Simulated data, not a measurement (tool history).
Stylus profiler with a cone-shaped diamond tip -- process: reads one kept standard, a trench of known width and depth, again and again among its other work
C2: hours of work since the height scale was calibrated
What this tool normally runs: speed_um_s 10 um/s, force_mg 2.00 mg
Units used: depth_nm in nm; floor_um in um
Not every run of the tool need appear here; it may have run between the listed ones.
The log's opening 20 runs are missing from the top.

run 21 hour=1091.4 | speed_um_s=10 force_mg=2.00 | scans_with_this_tip=14485 C2=1685 | depth_nm=1005.81 floor_um=45.98
run 22 hour=1156.3 | speed_um_s=7 force_mg=2.03 | scans_with_this_tip=14862 C2=1729 | depth_nm=1005.99 floor_um=46.00
run 23 hour=1198.6 | speed_um_s=15 force_mg=1.67 | scans_with_this_tip=15108 C2=1758 | depth_nm=1005.71 floor_um=45.99
run 24 hour=1248.7 | speed_um_s=8 force_mg=1.30 | scans_with_this_tip=15399 C2=1792 | depth_nm=1004.50 floor_um=45.93
run 25 hour=1282.0 | speed_um_s=4 force_mg=1.42 | scans_with_this_tip=15593 C2=1814 | depth_nm=1005.14 floor_um=45.95
run 26 hour=1329.4 | speed_um_s=4 force_mg=1.42 | scans_with_this_tip=15868 C2=1846 | depth_nm=1004.11 floor_um=45.96
run 27 hour=1404.4 | speed_um_s=4 force_mg=1.42 | scans_with_this_tip=16304 C2=1897 | depth_nm=1004.49 floor_um=46.01
run 28 hour=1469.4 | speed_um_s=4 force_mg=1.42 | scans_with_this_tip=16682 C2=1941 | depth_nm=1004.67 floor_um=45.97
run 29 hour=1515.6 | speed_um_s=4 force_mg=1.42 | scans_with_this_tip=16950 C2=1972 | depth_nm=1004.55 floor_um=45.96
run 30 hour=1564.5 | speed_um_s=3 force_mg=1.42 | scans_with_this_tip=17234 C2=2005 | depth_nm=1005.12 floor_um=45.94
run 31 hour=1630.6 | speed_um_s=6 force_mg=1.64 | scans_with_this_tip=17618 C2=2050 | depth_nm=1004.91 floor_um=45.98
run 32 hour=1661.3 | speed_um_s=6 force_mg=5.47 | scans_with_this_tip=17797 C2=2070 | depth_nm=1011.52 floor_um=45.99
run 33 hour=1729.7 | speed_um_s=6 force_mg=5.47 | scans_with_this_tip=18195 C2=2117 | depth_nm=1011.74 floor_um=46.02
run 34 hour=1799.6 | speed_um_s=6 force_mg=5.47 | scans_with_this_tip=18601 C2=2164 | depth_nm=1011.75 floor_um=45.99
run 35 hour=1874.6 | speed_um_s=4 force_mg=1.77 | scans_with_this_tip=19036 C2=2215 | depth_nm=1005.40 floor_um=45.95
-- hour=1901.0 height scale calibrated on a step standard
run 36 hour=1924.5 | speed_um_s=2 force_mg=0.80 | scans_with_this_tip=19323 C2=16 | depth_nm=1002.92 floor_um=45.95
run 37 hour=1964.6 | speed_um_s=2 force_mg=0.80 | scans_with_this_tip=19556 C2=43 | depth_nm=1003.42 floor_um=45.93
run 38 hour=2006.0 | speed_um_s=13 force_mg=2.19 | scans_with_this_tip=19797 C2=71 | depth_nm=1006.34 floor_um=45.98
run 39 hour=2077.3 | speed_um_s=12 force_mg=2.04 | scans_with_this_tip=20211 C2=119 | depth_nm=1006.02 floor_um=45.90
run 40 hour=2117.2 | speed_um_s=4 force_mg=1.49 | scans_with_this_tip=20443 C2=146 | depth_nm=1004.74 floor_um=45.92
run 41 hour=2192.7 | speed_um_s=6 force_mg=1.49 | scans_with_this_tip=20882 C2=197 | depth_nm=1004.95 floor_um=45.95

Forecast each of these 4 alternatives for the next run:
run A hour=2233.8 | speed_um_s=2 force_mg=2.00 | scans_with_this_tip=21121 C2=225 | depth_nm=? floor_um=?
run B hour=2233.8 | speed_um_s=23 force_mg=0.71 | scans_with_this_tip=21121 C2=225 | depth_nm=? floor_um=?
run C hour=2233.8 | speed_um_s=6 force_mg=4.46 | scans_with_this_tip=21121 C2=225 | depth_nm=? floor_um=?
run D hour=2233.8 | speed_um_s=18 force_mg=0.79 | scans_with_this_tip=21121 C2=225 | depth_nm=? floor_um=?

run=A depth_nm=1005.57 floor_um=45.99
run=B depth_nm=1002.74 floor_um=45.81
run=C depth_nm=1010.16 floor_um=45.94
run=D depth_nm=1002.94 floor_um=45.89
With the hidden condition removed and each run's random variation left untouched, the same runs would have given:
run=A depth_nm=1005.57 floor_um=46.00
run=B depth_nm=1002.73 floor_um=45.82
run=C depth_nm=1010.16 floor_um=45.95
run=D depth_nm=1002.94 floor_um=45.90

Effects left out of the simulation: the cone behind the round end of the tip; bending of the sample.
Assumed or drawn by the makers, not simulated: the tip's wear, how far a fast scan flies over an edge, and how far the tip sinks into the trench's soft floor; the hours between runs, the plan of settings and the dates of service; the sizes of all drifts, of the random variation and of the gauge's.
